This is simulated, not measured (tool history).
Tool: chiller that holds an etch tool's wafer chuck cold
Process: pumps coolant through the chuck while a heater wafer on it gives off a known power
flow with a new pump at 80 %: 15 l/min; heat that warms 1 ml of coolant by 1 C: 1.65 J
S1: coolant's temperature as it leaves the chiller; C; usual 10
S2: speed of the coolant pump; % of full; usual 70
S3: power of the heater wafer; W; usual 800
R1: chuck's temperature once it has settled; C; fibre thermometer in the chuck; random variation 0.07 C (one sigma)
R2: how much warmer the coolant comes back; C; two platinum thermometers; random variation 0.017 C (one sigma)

Run 1, hour 0.0: usual settings. Result: R1 18.86 C, R2 2.38 C.
Run 2, hour 115.6: usual settings but S3 961 W. Result: R1 20.63 C, R2 2.87 C.
At hour 169.6: chiller's thermometer calibrated.
Run 3, hour 226.1: usual settings but S3 961 W. Result: R1 20.91 C, R2 2.86 C.
Run 4, hour 296.4: usual settings. Result: R1 19.05 C, R2 2.38 C.
Run 5, hour 370.5: usual settings. Result: R1 19.13 C, R2 2.42 C.
At hour 414.0: chiller's thermometer calibrated, once more.
Run 6, hour 439.0: usual settings but S3 528 W. Result: R1 15.75 C, R2 1.55 C.
Run 7, hour 512.2: usual settings but S1 12 C. Result: R1 20.61 C, R2 2.39 C.
Run 8, hour 625.9: usual settings but S1 12 C. Result: R1 20.72 C, R2 2.45 C.
Run 9, hour 729.3: usual settings but S3 408 W. Result: R1 14.45 C, R2 1.23 C.
Run 10, hour 829.3: usual settings. Result: R1 18.69 C, R2 2.41 C.
Run 11, hour 918.2: usual settings. Result: R1 18.89 C, R2 2.44 C.
At hour 1050.9: coolant changed, channels flushed.
Run 12, hour 1053.4: usual settings but S1 13 C. Result: R1 21.12 C, R2 2.41 C.
Run 13, hour 1140.7: usual settings but S2 61 % of full. Result: R1 18.81 C, R2 2.82 C.
Run 14, hour 1265.3: usual settings. Result: R1 17.88 C, R2 2.46 C.
Run 15, hour 1334.8: usual settings. Result: R1 18.13 C, R2 2.43 C.
Run 16, hour 1425.4: usual settings. Result: R1 18.17 C, R2 2.44 C.
Run 17, hour 1554.4: usual settings but S3 661 W. Result: R1 16.90 C, R2 2.03 C.
Run 18, hour 1646.7: usual settings but S3 661 W. Result: R1 16.82 C, R2 2.05 C.
Run 19, hour 1725.5: usual settings but S1 1 C, S2 99 % of full, S3 690 W. Result: R1 6.71 C, R2 1.49 C.
Run 20, hour 1799.2: usual settings but S1 1 C, S2 97 % of full, S3 676 W. Result: R1 6.71 C, R2 1.49 C.
Run 21, hour 1908.5: usual settings but S1 17 C, S2 74 % of full, S3 676 W. Result: R1 23.85 C, R2 2.00 C.
Run 22, hour 2019.5: usual settings but S1 1 C, S2 74 % of full, S3 801 W. Result: R1 9.05 C, R2 2.36 C.
Run 23, hour 2112.9: usual settings but S1 1 C, S2 74 % of full, S3 801 W. Result: R1 9.10 C, R2 2.36 C.
Run 24, hour 2212.7: usual settings but S1 11 C, S2 100 % of full. Result: R1 17.59 C, R2 1.68 C.
Run 25, hour 2307.2: usual settings but S1 13 C, S2 88 % of full, S3 559 W. Result: R1 18.11 C, R2 1.37 C.
Run 26, hour 2402.4: usual settings but S1 13 C, S2 88 % of full, S3 559 W. Result: R1 18.19 C, R2 1.37 C.
Run 27, hour 2467.7: usual settings but S3 693 W. Result: R1 17.37 C, R2 2.17 C.
Run 28, hour 2601.9: usual settings but S3 693 W. Result: R1 17.45 C, R2 2.18 C.
Run 29, hour 2692.3: usual settings but S3 693 W. Result: R1 17.35 C, R2 2.17 C.
Run 30, hour 2771.6: usual settings but S3 693 W. Result: R1 17.58 C, R2 2.19 C.
Run 31, hour 2874.3: usual settings but S1 17 C, S2 87 % of full, S3 851 W. Result: R1 24.98 C, R2 2.16 C.
Run 32, hour 3004.3: usual settings but S1 17 C, S2 87 % of full, S3 851 W. Result: R1 25.01 C, R2 2.17 C.
At hour 3051.8: chiller's thermometer calibrated.
Run 33, hour 3089.0: usual settings but S1 5 C, S2 94 % of full, S3 435 W. Result: R1 8.69 C, R2 0.99 C.

3 ways to go on from here, each from the tool as it stands after run 33. What would each give?
Run A, hour 3210.9: usual settings but S1 4 C, S3 749 W. Result: R1 ?, R2 ?.
Run B, hour 3210.9: usual settings but S1 4 C, S2 67 % of full. Result: R1 ?, R2 ?.
Run C, hour 3210.9: usual settings but S1 3 C. Result: R1 ?, R2 ?.

run     R1    R2
  A  11.98  2.38
  B  12.70  2.70
  C  11.45  2.55
Without the tool's hidden state the same runs would have given:
run     R1    R2
  A  11.07  2.09
  B  11.69  2.37
  C  10.48  2.23
